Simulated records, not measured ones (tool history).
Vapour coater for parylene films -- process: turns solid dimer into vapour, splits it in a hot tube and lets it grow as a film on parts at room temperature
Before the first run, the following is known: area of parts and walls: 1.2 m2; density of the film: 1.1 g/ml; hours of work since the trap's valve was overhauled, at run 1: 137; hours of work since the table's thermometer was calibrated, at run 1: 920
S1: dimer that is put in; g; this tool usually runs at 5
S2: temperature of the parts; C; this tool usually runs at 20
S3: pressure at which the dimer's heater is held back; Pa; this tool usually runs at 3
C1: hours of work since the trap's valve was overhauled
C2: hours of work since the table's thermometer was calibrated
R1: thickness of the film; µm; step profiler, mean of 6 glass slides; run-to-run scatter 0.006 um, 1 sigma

run	hour	S1	S2	S3	C1	C2	R1
1	0	5	20	3	137	920	2.174
2	19.6	5	20	3	153	936	2.167
3	46.4	5	20	3	175	958	2.173
4	82.4	5	20	3	204	987	2.156
# hour 92.5: table's thermometer calibrated
5	120.1	5	20	5.78	234	23	1.939
6	162.8	5	13	5.78	269	57	2.579
7	195.4	5	13	5.78	295	84	2.575
8	215.3	5	20	3	311	100	2.082
9	235.2	8	16	5.1	328	116	3.682
10	268.2	8	16	6.56	355	143	3.573
11	300.4	6	22	6.56	381	169	2.1
12	319.8	5	14	3.36	397	185	2.625
13	350.4	3	20	3	422	210	1.242
14	391.1	3	20	3	455	243	1.229
15	433	4	15	2.4	489	277	2.082
16	469.1	5	20	7.11	518	307	1.861

4 options for the next run, each taken on its own from the tool as it stands now. Forecast them:
A	504.8	4	14	7.11	547	336	?
B	504.8	6	20	3	547	336	?
C	504.8	9	16	7.88	547	336	?
D	504.8	5	14	11.15	547	336	?

run	R1
A	1.904
B	2.458
C	3.898
D	2.248
What these runs would have given with no unlogged condition in the tool:
run	R1
A	1.98
B	2.557
C	4.054
D	2.338

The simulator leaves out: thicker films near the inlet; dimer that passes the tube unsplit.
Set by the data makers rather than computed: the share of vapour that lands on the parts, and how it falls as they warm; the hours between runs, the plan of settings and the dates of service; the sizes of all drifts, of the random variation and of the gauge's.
